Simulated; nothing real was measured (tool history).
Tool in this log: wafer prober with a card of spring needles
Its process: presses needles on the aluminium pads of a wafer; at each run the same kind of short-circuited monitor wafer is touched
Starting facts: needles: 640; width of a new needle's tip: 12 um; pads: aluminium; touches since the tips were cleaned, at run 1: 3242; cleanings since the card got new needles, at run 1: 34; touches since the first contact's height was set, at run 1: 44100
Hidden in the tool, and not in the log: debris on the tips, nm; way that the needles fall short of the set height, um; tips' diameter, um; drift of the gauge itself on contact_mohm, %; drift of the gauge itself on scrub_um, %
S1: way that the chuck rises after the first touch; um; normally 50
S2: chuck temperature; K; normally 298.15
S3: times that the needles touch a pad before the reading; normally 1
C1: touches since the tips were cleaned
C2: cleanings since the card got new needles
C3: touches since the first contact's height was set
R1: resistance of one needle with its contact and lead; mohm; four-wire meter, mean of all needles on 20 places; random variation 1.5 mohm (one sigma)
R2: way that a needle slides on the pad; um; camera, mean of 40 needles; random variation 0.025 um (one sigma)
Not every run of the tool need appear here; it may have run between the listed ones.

run	day	S1	S2	S3	C1	C2	C3	R1	R2
1	0.000	50	298.15	1	3242	34	44100	172	12.82
# day 0.354: tips cleaned on abrasive film
2	0.958	50	298.15	1	3297	35	49303	173	12.79
# day 1.296: tips cleaned on abrasive film
3	1.775	50	298.15	1	2623	36	53750	169	12.71
# day 2.250: tips cleaned on abrasive film
4	2.621	50	298.15	1	2024	37	58333	164	12.77
# day 3.212: tips cleaned on abrasive film
5	3.371	50	298.15	1	858	38	62402	154	12.75
6	3.921	50	315.15	1	3859	38	65403	175	12.76
# day 4.129: tips cleaned on abrasive film
7	4.375	50	315.15	1	1330	39	67863	162	12.74
8	5.038	50	315.15	1	4952	39	71485	183	12.76
# day 5.138: tips cleaned on abrasive film
9	5.658	49	298.15	1	2840	40	74841	172	12.47
# day 6.071: tips cleaned on abrasive film
10	6.129	49	298.15	1	310	41	77398	148	12.40
# day 7.025: tips cleaned on abrasive film
11	7.038	49	298.15	1	78	42	82339	147	12.39
12	7.925	50	298.15	1	4911	42	87172	182	12.66
# day 8.008: tips cleaned on abrasive film
13	8.392	50	298.15	1	2110	43	89709	161	12.66
# day 8.962: tips cleaned on abrasive film
14	9.288	64	298.15	2	1782	44	94573	146	16.24
15	9.833	42	305.15	1	4751	44	97542	199	10.58
# day 9.921: tips cleaned on abrasive film
16	10.258	42	307.15	1	1841	45	99843	178	10.58
# day 10.850: tips cleaned on abrasive film
17	10.862	54	298.15	1	85	46	103128	143	13.63
18	11.300	54	298.15	1	2465	46	105508	167	13.65
# day 11.767: tips cleaned on abrasive film
19	11.962	32	326.15	1	1064	47	109088	187	7.98
20	12.579	50	301.15	2	4448	47	112472	162	12.62
# day 12.679: tips cleaned on abrasive film
21	13.496	44	308.15	2	4452	48	117442	174	11.03
# day 13.617: tips cleaned on abrasive film
22	14.383	50	298.15	1	4193	49	122272	177	12.61
# day 14.546: tips cleaned on abrasive film
23	15.408	50	298.15	1	4692	50	127831	181	12.60
# day 15.483: tips cleaned on abrasive film
24	16.162	50	327.15	1	3714	51	131929	181	12.53

Each row is a separate what-if for the run after 24, all from the same tool condition, not one after another. Results?
# day 16.421: tips cleaned on abrasive film
A	16.642	50	327.15	1	1200	52	134529	?	?
# day 16.421: tips cleaned on abrasive film
B	16.642	37	327.15	1	1200	52	134529	?	?
# day 16.421: tips cleaned on abrasive film
C	16.642	50	327.15	1	1200	52	134529	?	?

run	R1	R2
A	165	12.51
B	183	9.17
C	164	12.58
What these runs would have given with no unlogged condition in the tool:
run	R1	R2
A	145	12.82
B	149	9.48
C	144	12.89

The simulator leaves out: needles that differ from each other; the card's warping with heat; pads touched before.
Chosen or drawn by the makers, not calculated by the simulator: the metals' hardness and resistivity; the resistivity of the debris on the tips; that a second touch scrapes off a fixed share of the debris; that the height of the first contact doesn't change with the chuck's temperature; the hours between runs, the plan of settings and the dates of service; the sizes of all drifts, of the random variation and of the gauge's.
